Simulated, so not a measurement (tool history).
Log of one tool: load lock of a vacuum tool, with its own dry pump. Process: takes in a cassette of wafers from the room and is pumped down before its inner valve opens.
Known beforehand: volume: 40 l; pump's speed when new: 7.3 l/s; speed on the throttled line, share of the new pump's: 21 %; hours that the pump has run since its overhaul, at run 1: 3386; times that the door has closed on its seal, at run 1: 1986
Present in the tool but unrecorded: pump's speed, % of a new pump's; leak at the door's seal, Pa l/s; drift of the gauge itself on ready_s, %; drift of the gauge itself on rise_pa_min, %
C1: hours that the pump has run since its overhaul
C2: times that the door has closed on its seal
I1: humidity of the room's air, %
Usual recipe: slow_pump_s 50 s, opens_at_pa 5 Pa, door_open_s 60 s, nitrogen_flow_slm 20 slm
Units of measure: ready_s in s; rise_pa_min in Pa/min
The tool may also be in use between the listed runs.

Run 1, day 0.000: usual settings; C1 3386; C2 1986; I1 45.3. Result: ready_s 95.8 s, rise_pa_min 0.018 Pa/min.
Run 2, day 3.925: usual settings; C1 3480; C2 2295; I1 42.5. Result: ready_s 95.4 s, rise_pa_min 0.022 Pa/min.
Run 3, day 10.075: usual settings but nitrogen_flow_slm 14 slm; C1 3627; C2 2778; I1 45.6. Result: ready_s 96.3 s, rise_pa_min 0.026 Pa/min.
Run 4, day 17.712: usual settings but door_open_s 25 s; C1 3811; C2 3378; I1 42.8. Result: ready_s 96.3 s, rise_pa_min 0.022 Pa/min.
Run 5, day 21.496: usual settings but slow_pump_s 60 s, door_open_s 25 s; C1 3901; C2 3675; I1 44.2. Result: ready_s 104.0 s, rise_pa_min 0.016 Pa/min.
Run 6, day 28.879: usual settings but slow_pump_s 60 s, door_open_s 25 s; C1 4079; C2 4255; I1 41.6. Result: ready_s 104.0 s, rise_pa_min 0.024 Pa/min.
Run 7, day 33.808: usual settings but slow_pump_s 60 s, door_open_s 25 s; C1 4197; C2 4643; I1 43.4. Result: ready_s 104.3 s, rise_pa_min 0.024 Pa/min.
Run 8, day 41.838: usual settings but slow_pump_s 60 s, door_open_s 25 s; C1 4390; C2 5274; I1 42.9. Result: ready_s 104.0 s, rise_pa_min 0.027 Pa/min.
Run 9, day 50.262: usual settings but slow_pump_s 60 s, door_open_s 25 s; C1 4592; C2 5936; I1 42.4. Result: ready_s 104.0 s, rise_pa_min 0.033 Pa/min.
Run 10, day 59.129: usual settings but slow_pump_s 60 s, door_open_s 25 s; C1 4805; C2 6632; I1 45.3. Result: ready_s 104.8 s, rise_pa_min 0.031 Pa/min.
Run 11, day 65.971: usual settings but nitrogen_flow_slm 40 slm; C1 4969; C2 7170; I1 45.8. Result: ready_s 96.8 s, rise_pa_min 0.032 Pa/min.
Run 12, day 72.638: usual settings but door_open_s 198 s; C1 5129; C2 7694; I1 43.2. Result: ready_s 96.4 s, rise_pa_min 0.048 Pa/min.
Run 13, day 80.621: usual settings but door_open_s 198 s; C1 5320; C2 8321; I1 49.0. Result: ready_s 97.1 s, rise_pa_min 0.049 Pa/min.
Run 14, day 85.696: usual settings but slow_pump_s 100 s; C1 5442; C2 8720; I1 47.4. Result: ready_s 134.9 s, rise_pa_min 0.044 Pa/min.
Run 15, day 90.533: usual settings but door_open_s 185 s; C1 5558; C2 9100; I1 45.6. Result: ready_s 96.4 s, rise_pa_min 0.058 Pa/min.
Run 16, day 96.654: usual settings but door_open_s 185 s; C1 5705; C2 9581; I1 49.0. Result: ready_s 96.6 s, rise_pa_min 0.061 Pa/min.
Run 17, day 103.217: usual settings but slow_pump_s 58 s, door_open_s 185 s; C1 5863; C2 10097; I1 43.0. Result: ready_s 103.1 s, rise_pa_min 0.067 Pa/min.
Run 18, day 109.804: usual settings but slow_pump_s 58 s, door_open_s 185 s; C1 6021; C2 10614; I1 47.5. Result: ready_s 102.2 s, rise_pa_min 0.064 Pa/min.
Run 19, day 115.896: usual settings but slow_pump_s 58 s, door_open_s 185 s; C1 6167; C2 11093; I1 47.4. Result: ready_s 103.2 s, rise_pa_min 0.067 Pa/min.
Run 20, day 122.075: usual settings but slow_pump_s 45 s, door_open_s 123 s, nitrogen_flow_slm 16 slm; C1 6315; C2 11579; I1 42.7. Result: ready_s 92.6 s, rise_pa_min 0.069 Pa/min.
Run 21, day 126.450: usual settings but slow_pump_s 78 s, door_open_s 119 s, nitrogen_flow_slm 8 slm; C1 6420; C2 11923; I1 43.7. Result: ready_s 118.5 s, rise_pa_min 0.077 Pa/min.
Run 22, day 133.433: usual settings but door_open_s 237 s; C1 6588; C2 12471; I1 43.6. Result: ready_s 96.6 s, rise_pa_min 0.075 Pa/min.
Run 23, day 139.167: usual settings but slow_pump_s 47 s, door_open_s 27 s; C1 6726; C2 12922; I1 43.8. Result: ready_s 94.9 s, rise_pa_min 0.067 Pa/min.
Run 24, day 145.492: usual settings but slow_pump_s 47 s, door_open_s 27 s; C1 6877; C2 13419; I1 44.2. Result: ready_s 95.3 s, rise_pa_min 0.067 Pa/min.
Run 25, day 153.104: usual settings but slow_pump_s 47 s, door_open_s 27 s; C1 7060; C2 14017; I1 40.0. Result: ready_s 94.2 s, rise_pa_min 0.067 Pa/min.
Run 26, day 156.879: usual settings but slow_pump_s 47 s, door_open_s 27 s; C1 7151; C2 14314; I1 44.6. Result: ready_s 94.9 s, rise_pa_min 0.075 Pa/min.
Run 27, day 161.683: usual settings but opens_at_pa 8 Pa, door_open_s 93 s; C1 7266; C2 14691; I1 44.1. Result: ready_s 93.7 s, rise_pa_min 0.084 Pa/min.
Run 28, day 170.725: usual settings but opens_at_pa 8 Pa, door_open_s 93 s; C1 7483; C2 15402; I1 46.2. Result: ready_s 94.9 s, rise_pa_min 0.087 Pa/min.
Run 29, day 178.104: usual settings but door_open_s 93 s; C1 7660; C2 15981; I1 43.7. Result: ready_s 97.6 s, rise_pa_min 0.097 Pa/min.
Run 30, day 186.725: usual settings but door_open_s 93 s; C1 7867; C2 16659; I1 50.1. Result: ready_s 97.9 s, rise_pa_min 0.098 Pa/min.
Run 31, day 193.838: usual settings but door_open_s 192 s, nitrogen_flow_slm 4 slm; C1 8038; C2 17218; I1 46.9. Result: ready_s 97.0 s, rise_pa_min 0.130 Pa/min.
Run 32, day 202.512: usual settings but slow_pump_s 30 s, nitrogen_flow_slm 13 slm; C1 8246; C2 17900; I1 45.6. Result: ready_s 82.8 s, rise_pa_min 0.111 Pa/min.
Run 33, day 209.725: usual settings but slow_pump_s 43 s, nitrogen_flow_slm 13 slm; C1 8419; C2 18466; I1 45.3. Result: ready_s 92.6 s, rise_pa_min 0.116 Pa/min.
Run 34, day 217.025: usual settings but slow_pump_s 43 s, opens_at_pa 10 Pa, door_open_s 37 s, nitrogen_flow_slm 9 slm; C1 8594; C2 19040; I1 44.4. Result: ready_s 88.0 s, rise_pa_min 0.115 Pa/min.
Run 35, day 225.412: usual settings but slow_pump_s 30 s, opens_at_pa 4 Pa, door_open_s 96 s, nitrogen_flow_slm 10 slm; C1 8795; C2 19699; I1 46.6. Result: ready_s 83.6 s, rise_pa_min 0.127 Pa/min.
Run 36, day 231.483: usual settings but slow_pump_s 30 s, opens_at_pa 4 Pa, door_open_s 96 s, nitrogen_flow_slm 10 slm; C1 8941; C2 20176; I1 44.2. Result: ready_s 83.6 s, rise_pa_min 0.132 Pa/min.
Run 37, day 240.412: usual settings but slow_pump_s 94 s, nitrogen_flow_slm 16 slm; C1 9155; C2 20878; I1 47.0. Result: ready_s 131.5 s, rise_pa_min 0.134 Pa/min.
Run 38, day 245.712: usual settings but slow_pump_s 53 s, door_open_s 35 s, nitrogen_flow_slm 37 slm; C1 9283; C2 21294; I1 46.4. Result: ready_s 100.8 s, rise_pa_min 0.130 Pa/min.

Some steps in ready_s, run to run, broken into two amounts with sign: the step expected even without the hidden condition (settings, incoming material, random variation), and the rest, left for the hidden condition together with whatever gauge scatter is not in both the measured and the hidden-condition-free result:
Run 13 -> 14: slow_pump_s 50 -> 100, door_open_s 198 -> 60. ready_s +37.8 s: hidden state -0.5, all else +38.3.
Run 14 -> 15: slow_pump_s 100 -> 50, door_open_s 60 -> 185. ready_s -38.5 s: hidden state +0.6, all else -39.1.
Run 34 -> 35: slow_pump_s 43 -> 30, opens_at_pa 10 -> 4, door_open_s 37 -> 96, nitrogen_flow_slm 9 -> 10. ready_s -4.4 s: hidden state +0.7, all else -5.1.
Run 36 -> 37: slow_pump_s 30 -> 94, opens_at_pa 4 -> 5, door_open_s 96 -> 60, nitrogen_flow_slm 10 -> 16. ready_s +47.9 s: hidden state -1.1, all else +49.0.
Run 37 -> 38: slow_pump_s 94 -> 53, door_open_s 60 -> 35, nitrogen_flow_slm 16 -> 37. ready_s -30.7 s: hidden state +0.9, all else -31.6.
